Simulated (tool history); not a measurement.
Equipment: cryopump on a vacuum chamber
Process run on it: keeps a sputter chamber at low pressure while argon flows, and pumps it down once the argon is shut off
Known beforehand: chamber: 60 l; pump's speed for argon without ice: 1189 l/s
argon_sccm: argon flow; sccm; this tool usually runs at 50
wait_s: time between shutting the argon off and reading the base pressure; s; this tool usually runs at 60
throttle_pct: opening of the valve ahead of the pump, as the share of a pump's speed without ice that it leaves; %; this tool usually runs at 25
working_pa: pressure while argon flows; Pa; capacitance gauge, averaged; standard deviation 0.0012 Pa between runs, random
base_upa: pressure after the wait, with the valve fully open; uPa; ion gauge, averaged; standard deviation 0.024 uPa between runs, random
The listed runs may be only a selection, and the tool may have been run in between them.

{"run": 1, "day": 0.0, "argon_sccm": 50, "wait_s": 60, "throttle_pct": 25, "working_pa": 0.2855, "base_upa": 1.75}
{"run": 2, "day": 0.65, "argon_sccm": 43, "wait_s": 60, "throttle_pct": 25, "working_pa": 0.2456, "base_upa": 1.81}
{"run": 3, "day": 1.312, "argon_sccm": 43, "wait_s": 60, "throttle_pct": 25, "working_pa": 0.2454, "base_upa": 1.85}
{"run": 4, "day": 1.683, "argon_sccm": 43, "wait_s": 60, "throttle_pct": 19, "working_pa": 0.325, "base_upa": 1.84}
{"run": 5, "day": 2.188, "argon_sccm": 43, "wait_s": 60, "throttle_pct": 19, "working_pa": 0.3236, "base_upa": 1.82}
{"run": 6, "day": 2.521, "argon_sccm": 43, "wait_s": 32, "throttle_pct": 19, "working_pa": 0.3253, "base_upa": 2.41}
{"run": 7, "day": 2.946, "argon_sccm": 43, "wait_s": 32, "throttle_pct": 19, "working_pa": 0.3234, "base_upa": 2.38}
{"run": 8, "day": 3.517, "argon_sccm": 43, "wait_s": 32, "throttle_pct": 19, "working_pa": 0.3239, "base_upa": 2.38}
{"run": 9, "day": 4.225, "argon_sccm": 43, "wait_s": 32, "throttle_pct": 19, "working_pa": 0.3225, "base_upa": 2.35}
{"run": 10, "day": 4.912, "argon_sccm": 40, "wait_s": 60, "throttle_pct": 25, "working_pa": 0.2273, "base_upa": 1.87}
{"run": 11, "day": 5.533, "argon_sccm": 40, "wait_s": 60, "throttle_pct": 21, "working_pa": 0.2716, "base_upa": 1.84}
{"run": 12, "day": 6.225, "argon_sccm": 50, "wait_s": 60, "throttle_pct": 25, "working_pa": 0.2865, "base_upa": 1.87}
{"run": 13, "day": 6.925, "argon_sccm": 50, "wait_s": 60, "throttle_pct": 22, "working_pa": 0.3255, "base_upa": 1.86}
{"run": 14, "day": 7.358, "argon_sccm": 50, "wait_s": 60, "throttle_pct": 22, "working_pa": 0.324, "base_upa": 1.92}
{"run": 15, "day": 7.879, "argon_sccm": 50, "wait_s": 60, "throttle_pct": 25, "working_pa": 0.2868, "base_upa": 1.92}
{"run": 16, "day": 8.417, "argon_sccm": 69, "wait_s": 60, "throttle_pct": 25, "working_pa": 0.398, "base_upa": 1.9}
{"run": 17, "day": 8.892, "argon_sccm": 69, "wait_s": 60, "throttle_pct": 25, "working_pa": 0.3943, "base_upa": 1.92}
{"run": 18, "day": 9.554, "argon_sccm": 69, "wait_s": 26, "throttle_pct": 23, "working_pa": 0.4327, "base_upa": 2.77}
{"run": 19, "day": 10.238, "argon_sccm": 69, "wait_s": 26, "throttle_pct": 23, "working_pa": 0.4294, "base_upa": 2.7}
{"run": 20, "day": 10.562, "argon_sccm": 50, "wait_s": 24, "throttle_pct": 36, "working_pa": 0.2, "base_upa": 2.88}
{"run": 21, "day": 11.229, "argon_sccm": 50, "wait_s": 24, "throttle_pct": 36, "working_pa": 0.2011, "base_upa": 2.93}
{"run": 22, "day": 11.546, "argon_sccm": 62, "wait_s": 68, "throttle_pct": 36, "working_pa": 0.2495, "base_upa": 1.88}
{"run": 23, "day": 12.133, "argon_sccm": 62, "wait_s": 208, "throttle_pct": 28, "working_pa": 0.3181, "base_upa": 1.5}
{"run": 24, "day": 12.733, "argon_sccm": 50, "wait_s": 36, "throttle_pct": 31, "working_pa": 0.2321, "base_upa": 2.39}
{"run": 25, "day": 13.462, "argon_sccm": 32, "wait_s": 60, "throttle_pct": 25, "working_pa": 0.182, "base_upa": 1.92}
{"run": 26, "day": 14.025, "argon_sccm": 29, "wait_s": 69, "throttle_pct": 36, "working_pa": 0.1172, "base_upa": 1.89}
{"run": 27, "day": 14.35, "argon_sccm": 29, "wait_s": 69, "throttle_pct": 36, "working_pa": 0.1169, "base_upa": 1.9}
{"run": 28, "day": 14.788, "argon_sccm": 54, "wait_s": 69, "throttle_pct": 16, "working_pa": 0.4797, "base_upa": 1.89}
{"run": 29, "day": 15.325, "argon_sccm": 46, "wait_s": 71, "throttle_pct": 16, "working_pa": 0.4132, "base_upa": 1.88}
{"run": 30, "day": 16.054, "argon_sccm": 47, "wait_s": 60, "throttle_pct": 38, "working_pa": 0.1811, "base_upa": 1.98}
{"run": 31, "day": 16.779, "argon_sccm": 47, "wait_s": 60, "throttle_pct": 38, "working_pa": 0.1795, "base_upa": 1.98}
{"run": 32, "day": 17.1, "argon_sccm": 47, "wait_s": 60, "throttle_pct": 38, "working_pa": 0.1798, "base_upa": 1.99}
{"run": 33, "day": 17.617, "argon_sccm": 25, "wait_s": 213, "throttle_pct": 25, "working_pa": 0.1449, "base_upa": 1.59}
{"run": 34, "day": 18.033, "argon_sccm": 97, "wait_s": 69, "throttle_pct": 51, "working_pa": 0.2793, "base_upa": 1.91}

Forecast each of these 4 alternatives for the next run:
{"run": "A", "day": 18.538, "argon_sccm": 92, "wait_s": 129, "throttle_pct": 29, "working_pa": "?", "base_upa": "?"}
{"run": "B", "day": 18.538, "argon_sccm": 88, "wait_s": 126, "throttle_pct": 51, "working_pa": "?", "base_upa": "?"}
{"run": "C", "day": 18.538, "argon_sccm": 97, "wait_s": 69, "throttle_pct": 49, "working_pa": "?", "base_upa": "?"}
{"run": "D", "day": 18.538, "argon_sccm": 75, "wait_s": 113, "throttle_pct": 24, "working_pa": "?", "base_upa": "?"}

run=A working_pa=0.4583 base_upa=1.7
run=B working_pa=0.2522 base_upa=1.71
run=C working_pa=0.2901 base_upa=1.94
run=D working_pa=0.4494 base_upa=1.73
What these runs would have given with no unlogged condition in the tool:
run=A working_pa=0.4507 base_upa=0.56
run=B working_pa=0.2449 base_upa=0.56
run=C working_pa=0.2821 base_upa=0.79
run=D working_pa=0.4432 base_upa=0.6
